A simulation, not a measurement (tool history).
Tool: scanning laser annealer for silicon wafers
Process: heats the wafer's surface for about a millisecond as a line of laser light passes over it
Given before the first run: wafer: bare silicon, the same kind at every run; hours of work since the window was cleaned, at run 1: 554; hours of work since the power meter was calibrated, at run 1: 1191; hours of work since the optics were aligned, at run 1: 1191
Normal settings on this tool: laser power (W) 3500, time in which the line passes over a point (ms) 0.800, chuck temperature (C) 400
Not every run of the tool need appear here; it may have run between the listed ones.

run,day,laser power (W),time in which the line passes over a point (ms),chuck temperature (C),hours of work since the window was cleaned,hours of work since the power meter was calibrated,hours of work since the optics were aligned,highest temperature of the surface (C)
1,0.000,3500,0.800,400,554,1191,1191,1175
# day 0.792: window over the wafer cleaned
2,2.688,3500,0.681,400,36,1241,1241,1138
3,4.950,3500,0.701,400,80,1284,1284,1147
4,6.550,3500,0.701,400,111,1315,1315,1144
5,8.208,3500,0.800,400,142,1347,1347,1203
6,11.188,3500,0.800,400,200,1404,1404,1195
7,12.996,3500,0.782,400,234,1438,1438,1185
8,15.092,3289,0.782,400,274,1479,1479,1129
# day 15.483: optics aligned, line set to its width
9,17.488,3289,0.782,400,316,1521,38,1132
10,18.996,3289,0.782,400,345,1550,67,1129
11,20.867,3289,0.716,400,381,1585,103,1089
12,23.850,3289,0.716,400,439,1643,161,1085
13,25.904,3289,0.716,400,478,1682,200,1080
14,29.100,3289,0.716,429,539,1744,261,1105
# day 30.392: window over the wafer cleaned
15,31.046,3689,0.826,400,13,1779,297,1280
16,34.267,3689,0.826,400,74,1841,359,1276
17,36.400,3291,0.657,369,115,1882,400,1039
18,39.025,3067,0.574,400,166,1932,450,968
19,41.596,3067,0.574,400,215,1982,500,965
20,43.238,3518,0.733,400,247,2013,531,1161
21,45.500,3500,0.673,427,290,2057,574,1144
22,48.321,3500,0.673,427,344,2111,629,1138
23,51.483,3500,0.673,427,405,2171,689,1135

Measured less the same run without the tool's hidden state. The same run-to-run variation is in both; the gauge's scatter may not be:
Hidden conditions of the tool in this case: light that passes the window, % of a clean one's; laser's true power over the reading, %; width of the line over the set one, %; drift of the gauge itself on peak_c, C.
run,highest temperature of the surface (C)
1,-51
2,-14
3,-17
4,-20
5,-23
6,-27
7,-30
8,-30
9,-29
10,-31
11,-32
12,-37
13,-39
14,-43
15,-13
16,-18
17,-17
18,-16
19,-20
20,-29
21,-30
22,-34
23,-38
